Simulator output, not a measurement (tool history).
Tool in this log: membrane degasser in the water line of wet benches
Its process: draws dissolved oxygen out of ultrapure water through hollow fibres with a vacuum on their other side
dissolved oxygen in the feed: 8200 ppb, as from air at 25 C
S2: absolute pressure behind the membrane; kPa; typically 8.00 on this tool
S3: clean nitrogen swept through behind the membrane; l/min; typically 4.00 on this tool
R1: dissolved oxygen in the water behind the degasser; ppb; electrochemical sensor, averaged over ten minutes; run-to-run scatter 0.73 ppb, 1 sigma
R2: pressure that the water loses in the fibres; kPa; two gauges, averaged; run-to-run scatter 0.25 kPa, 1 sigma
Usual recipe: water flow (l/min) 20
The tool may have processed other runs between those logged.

{"run": 1, "day": 0.0, "water flow (l/min)": 20, "S2": 8.0, "S3": 4.0, "R1": 71.8, "R2": 69.58}
{"run": 2, "day": 1.471, "water flow (l/min)": 20, "S2": 8.0, "S3": 4.0, "R1": 71.0, "R2": 69.82}
{"run": 3, "day": 2.454, "water flow (l/min)": 20, "S2": 8.0, "S3": 4.0, "R1": 72.6, "R2": 69.99}
{"run": 4, "day": 3.779, "water flow (l/min)": 20, "S2": 8.0, "S3": 4.0, "R1": 73.3, "R2": 69.68}
{"run": 5, "day": 5.988, "water flow (l/min)": 20, "S2": 8.0, "S3": 4.0, "R1": 72.0, "R2": 69.73}
{"run": 6, "day": 7.104, "water flow (l/min)": 20, "S2": 8.0, "S3": 4.0, "R1": 72.5, "R2": 69.95}
{"run": 7, "day": 9.246, "water flow (l/min)": 20, "S2": 8.0, "S3": 4.0, "R1": 70.6, "R2": 69.56}
{"run": 8, "day": 10.762, "water flow (l/min)": 20, "S2": 8.0, "S3": 4.0, "R1": 71.9, "R2": 70.34}
{"run": 9, "day": 12.9, "water flow (l/min)": 20, "S2": 5.2, "S3": 4.0, "R1": 37.2, "R2": 69.77}
{"run": 10, "day": 14.846, "water flow (l/min)": 20, "S2": 4.86, "S3": 4.0, "R1": 32.8, "R2": 69.72}
{"run": 11, "day": 16.729, "water flow (l/min)": 20, "S2": 4.86, "S3": 4.0, "R1": 33.3, "R2": 70.51}
{"run": 12, "day": 18.85, "water flow (l/min)": 20, "S2": 4.86, "S3": 4.0, "R1": 32.8, "R2": 70.27}
{"run": 13, "day": 21.067, "water flow (l/min)": 20, "S2": 4.86, "S3": 4.0, "R1": 33.8, "R2": 70.52}
{"run": 14, "day": 23.038, "water flow (l/min)": 27, "S2": 4.86, "S3": 4.0, "R1": 72.7, "R2": 95.26}
{"run": 15, "day": 25.183, "water flow (l/min)": 27, "S2": 8.0, "S3": 4.0, "R1": 123.2, "R2": 94.96}
{"run": 16, "day": 26.896, "water flow (l/min)": 27, "S2": 8.0, "S3": 4.0, "R1": 124.3, "R2": 94.95}
{"run": 17, "day": 27.879, "water flow (l/min)": 27, "S2": 8.0, "S3": 4.0, "R1": 125.9, "R2": 95.45}
{"run": 18, "day": 29.175, "water flow (l/min)": 12, "S2": 8.0, "S3": 1.71, "R1": 87.7, "R2": 41.88}
{"run": 19, "day": 31.367, "water flow (l/min)": 12, "S2": 8.0, "S3": 1.71, "R1": 89.4, "R2": 42.42}
{"run": 20, "day": 33.088, "water flow (l/min)": 12, "S2": 8.0, "S3": 1.71, "R1": 88.4, "R2": 42.09}
{"run": 21, "day": 34.221, "water flow (l/min)": 26, "S2": 7.18, "S3": 2.02, "R1": 160.7, "R2": 91.61}
{"run": 22, "day": 36.421, "water flow (l/min)": 16, "S2": 5.93, "S3": 5.92, "R1": 23.4, "R2": 56.49}
{"run": 23, "day": 38.208, "water flow (l/min)": 16, "S2": 5.93, "S3": 5.92, "R1": 22.9, "R2": 56.53}
{"run": 24, "day": 39.9, "water flow (l/min)": 26, "S2": 5.93, "S3": 5.27, "R1": 72.2, "R2": 91.47}
{"run": 25, "day": 41.554, "water flow (l/min)": 26, "S2": 8.07, "S3": 5.27, "R1": 99.3, "R2": 91.73}
{"run": 26, "day": 43.312, "water flow (l/min)": 26, "S2": 8.07, "S3": 5.27, "R1": 98.9, "R2": 92.17}
{"run": 27, "day": 44.288, "water flow (l/min)": 20, "S2": 9.27, "S3": 5.02, "R1": 74.2, "R2": 71.3}
{"run": 28, "day": 45.333, "water flow (l/min)": 14, "S2": 11.26, "S3": 9.63, "R1": 32.9, "R2": 49.88}
{"day": 45.925, "done": "seals of the vacuum lines changed"}
{"run": 29, "day": 47.512, "water flow (l/min)": 16, "S2": 13.55, "S3": 2.47, "R1": 162.5, "R2": 56.63}
{"run": 30, "day": 49.729, "water flow (l/min)": 19, "S2": 14.16, "S3": 4.0, "R1": 134.6, "R2": 67.49}
{"run": 31, "day": 52.038, "water flow (l/min)": 31, "S2": 6.0, "S3": 2.12, "R1": 174.2, "R2": 110.2}
{"run": 32, "day": 54.321, "water flow (l/min)": 20, "S2": 8.0, "S3": 4.87, "R1": 60.1, "R2": 71.08}

Consider 4 possible next runs. They are alternatives, not a sequence: every one starts from the tool as it was left by run 32. What does each give?
{"run": "A", "day": 56.629, "water flow (l/min)": 15, "S2": 10.25, "S3": 3.95, "R1": "?", "R2": "?"}
{"run": "B", "day": 56.629, "water flow (l/min)": 20, "S2": 8.0, "S3": 4.0, "R1": "?", "R2": "?"}
{"run": "C", "day": 56.629, "water flow (l/min)": 32, "S2": 11.26, "S3": 3.14, "R1": "?", "R2": "?"}
{"run": "D", "day": 56.629, "water flow (l/min)": 12, "S2": 15.69, "S3": 2.05, "R1": "?", "R2": "?"}

run=A R1=68.7 R2=53.34
run=B R1=70.7 R2=70.59
run=C R1=280.1 R2=113.77
run=D R1=179.8 R2=42.72
Without the tool's unlogged condition, the same runs would have read:
run=A R1=66.6 R2=50.61
run=B R1=65.7 R2=66.96
run=C R1=258.5 R2=107.94
run=D R1=177.4 R2=40.53
